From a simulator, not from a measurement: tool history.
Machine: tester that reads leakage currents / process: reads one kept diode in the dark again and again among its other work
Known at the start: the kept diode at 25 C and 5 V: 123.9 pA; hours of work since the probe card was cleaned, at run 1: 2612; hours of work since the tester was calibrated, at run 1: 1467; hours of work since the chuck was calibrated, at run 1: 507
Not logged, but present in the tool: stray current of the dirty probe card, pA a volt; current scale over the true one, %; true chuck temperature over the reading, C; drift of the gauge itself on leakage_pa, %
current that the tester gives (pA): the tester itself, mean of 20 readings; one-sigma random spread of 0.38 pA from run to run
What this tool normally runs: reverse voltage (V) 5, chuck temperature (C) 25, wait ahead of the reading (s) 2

run	day	reverse voltage (V)	chuck temperature (C)	wait ahead of the reading (s)	hours of work since the probe card was cleaned	hours of work since the tester was calibrated	hours of work since the chuck was calibrated	current that the tester gives (pA)
1	0	5	25	2	2612	1467	507	121.37
2	2.925	5	25	2	2662	1517	557	121.03
3	5.3	5	25	2	2702	1557	597	120.41
4	6.925	5	25	2	2729	1584	624	119.98
5	9.325	5	25	2	2770	1625	665	120.53
6	10.792	5	30	2	2794	1650	689	170.38
7	13.171	4.41	25	2	2835	1690	730	111.05
8	14.65	7.7	25	2	2860	1715	755	151.77
9	17.058	5	25	2	2900	1756	795	117.62
10	19.104	5	25	2	2935	1790	830	117.84
11	20.979	5	25	2	2966	1822	862	117.51
12	23.471	5	25	8.78	3009	1864	904	117.23
13	25.708	5	36	2	3046	1902	941	251.49
14	27.992	5	36	2	3085	1940	980	249.57
15	30.812	5	36	2	3132	1988	1028	249.86
16	32.442	5	25	4.35	3160	2015	1055	115.08
17	34.7	5	25	4.35	3198	2053	1093	114.41
18	36.762	5	57	0.85	3233	2088	1128	963.72
19	38.083	5	32	1.99	3255	2111	1150	186.78
20	40.025	5	25	1.35	3288	2143	1183	113.8

The next listed run, before its measurement:
21	42.708	5	53	4.02	3333	2189	1228	?

current that the tester gives (pA): 741.13
Were there no unlogged condition in the tool, this run, its random variation unchanged, would have produced current that the tester gives (pA) 831.64.
